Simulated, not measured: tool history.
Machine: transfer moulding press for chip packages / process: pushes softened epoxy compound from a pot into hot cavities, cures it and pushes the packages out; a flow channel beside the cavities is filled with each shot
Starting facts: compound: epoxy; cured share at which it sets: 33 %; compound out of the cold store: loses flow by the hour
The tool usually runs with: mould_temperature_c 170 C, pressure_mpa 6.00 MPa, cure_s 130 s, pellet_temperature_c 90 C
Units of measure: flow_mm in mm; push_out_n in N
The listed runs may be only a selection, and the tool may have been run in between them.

| run | hour | mould_temperature_c | pressure_mpa | cure_s | pellet_temperature_c | incoming compound's hours out of the cold store | flow_mm | push_out_n |
|---|---|---|---|---|---|---|---|---|
| 1 | 0.0 | 170 | 6.00 | 130 | 90 | 38.7 | 920 | 811 |
|  | 22.8 | cavities cleaned with cleaning compound and waxed |
| 2 | 22.8 | 170 | 6.00 | 130 | 90 | 20.6 | 973 | 451 |
| 3 | 35.7 | 170 | 6.00 | 130 | 90 | 24.7 | 957 | 530 |
| 4 | 56.3 | 170 | 6.00 | 130 | 90 | 17.1 | 977 | 634 |
| 5 | 78.8 | 170 | 6.00 | 130 | 90 | 19.0 | 976 | 743 |
| 6 | 93.4 | 170 | 6.00 | 169 | 90 | 16.3 | 978 | 743 |
| 7 | 117.1 | 170 | 6.00 | 169 | 90 | 48.0 | 882 | 783 |
|  | 127.6 | cavities cleaned with cleaning compound and waxed |
| 8 | 132.7 | 170 | 6.00 | 130 | 90 | 24.9 | 943 | 492 |
| 9 | 151.8 | 170 | 6.00 | 130 | 90 | 31.8 | 925 | 602 |
| 10 | 164.0 | 170 | 6.00 | 130 | 90 | 13.4 | 981 | 687 |
| 11 | 176.1 | 170 | 6.00 | 130 | 90 | 43.8 | 889 | 723 |
|  | 198.3 | plunger's sealing rings changed |
| 12 | 201.7 | 170 | 6.00 | 130 | 98 | 39.6 | 942 | 776 |
| 13 | 218.7 | 170 | 6.00 | 130 | 98 | 27.2 | 985 | 828 |
|  | 235.7 | cavities cleaned with cleaning compound and waxed |
| 14 | 244.2 | 170 | 6.00 | 130 | 90 | 48.0 | 912 | 502 |
| 15 | 264.1 | 170 | 6.00 | 130 | 90 | 41.6 | 930 | 631 |
| 16 | 274.8 | 170 | 6.00 | 130 | 90 | 12.8 | 1020 | 668 |
| 17 | 301.3 | 170 | 4.74 | 154 | 90 | 9.1 | 919 | 729 |
| 18 | 323.5 | 170 | 7.41 | 154 | 80 | 40.8 | 1028 | 783 |
|  | 341.3 | cavities cleaned with cleaning compound and waxed |
| 19 | 347.6 | 170 | 7.41 | 154 | 80 | 35.7 | 1045 | 438 |
| 20 | 363.2 | 170 | 7.41 | 154 | 80 | 41.6 | 1023 | 541 |
|  | 386.0 | mould's thermocouples calibrated |
| 21 | 391.0 | 173 | 4.96 | 139 | 81 | 16.3 | 903 | 648 |
| 22 | 406.3 | 173 | 4.96 | 139 | 81 | 43.9 | 824 | 723 |
| 23 | 423.0 | 165 | 6.00 | 120 | 91 | 34.6 | 954 | 1171 |
| 24 | 439.1 | 170 | 6.00 | 112 | 85 | 46.3 | 906 | 1011 |
|  | 448.0 | cavities cleaned with cleaning compound and waxed |
| 25 | 452.1 | 170 | 6.00 | 112 | 85 | 14.3 | 1006 | 604 |
| 26 | 465.0 | 170 | 6.00 | 123 | 90 | 10.1 | 1017 | 617 |
| 27 | 481.3 | 170 | 6.00 | 123 | 90 | 35.4 | 936 | 690 |
| 28 | 504.0 | 170 | 6.06 | 130 | 90 | 8.7 | 1024 | 788 |
| 29 | 526.9 | 170 | 6.06 | 130 | 90 | 39.9 | 923 | 832 |

Alternative continuations, all from the tool just after run 29; predict every row:
| A | 544.8 | 170 | 6.06 | 144 | 90 | 23.0 | ? | ? |
| B | 544.8 | 170 | 6.00 | 130 | 90 | 21.7 | ? | ? |
| C | 544.8 | 170 | 5.79 | 118 | 94 | 29.0 | ? | ? |

| run | flow_mm | push_out_n |
|---|---|---|
| A | 973 | 851 |
| B | 966 | 842 |
| C | 931 | 996 |
Without the tool's hidden state the same runs would have given:
| run | flow_mm | push_out_n |
|---|---|---|
| A | 1009 | 437 |
| B | 1002 | 424 |
| C | 966 | 501 |
